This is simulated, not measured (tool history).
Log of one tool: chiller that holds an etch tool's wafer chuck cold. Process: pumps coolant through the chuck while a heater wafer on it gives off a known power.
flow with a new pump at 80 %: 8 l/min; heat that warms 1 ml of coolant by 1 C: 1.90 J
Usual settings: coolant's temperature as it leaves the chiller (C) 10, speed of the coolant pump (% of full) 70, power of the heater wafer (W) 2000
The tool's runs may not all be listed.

run,day,coolant's temperature as it leaves the chiller (C),speed of the coolant pump (% of full),power of the heater wafer (W),chuck's temperature once it has settled (C),how much warmer the coolant comes back (C)
1,0,10,70,2000,37.4,9.1
2,2.504,10,70,2000,37.2,9.15
3,5.092,10,70,1383,28.8,6.31
4,6.833,10,70,2000,37,9.2
5,9.675,10,70,2000,37.1,9.11
6,11.167,10,96,2000,31,6.59
7,13.179,10,96,2000,31,6.61
8,16.112,10,70,2093,38.5,9.59
9,19.654,10,66,2093,40,10.22
10,22.192,4,70,2000,31.2,9.2
11,23.65,10,63,2000,39.7,10.24
12,26.117,10,94,2000,31.3,6.76
13,27.971,10,94,2000,31.3,6.74
14,30.883,10,94,2000,31.3,6.77
15,32.867,14,70,1189,30.3,5.55
16,35.671,14,70,1189,30.2,5.5
17,38.025,6,70,2000,33.3,9.21
18,40.379,6,70,2000,33.3,9.27
19,42.808,18,70,1914,44,8.85
20,44.896,2,64,2309,35.9,11.74
21,46.9,0,77,1768,22.3,7.37
22,49.25,9,76,1174,23.7,5.07
23,51.729,3,73,1097,17.5,5
24,53.762,3,73,1097,17.4,4.99
25,56.958,10,67,1484,30.9,7.24
26,60.288,0,70,2623,35.8,12.07
27,63.146,10,70,1216,26.5,5.72

Forecast each of these 4 alternatives for the next run:
A,65.071,4,64,1510,?,?
B,65.071,12,70,2158,?,?
C,65.071,11,60,1216,?,?
D,65.071,1,92,1102,?,?

run,chuck's temperature once it has settled (C),how much warmer the coolant comes back (C)
A,26,7.8
B,41.3,10.07
C,29.7,6.7
D,12.9,3.95
Without the tool's hidden state the same runs would have given:
run,chuck's temperature once it has settled (C),how much warmer the coolant comes back (C)
A,26,7.59
B,41.3,9.87
C,29.7,6.49
D,12.9,3.75
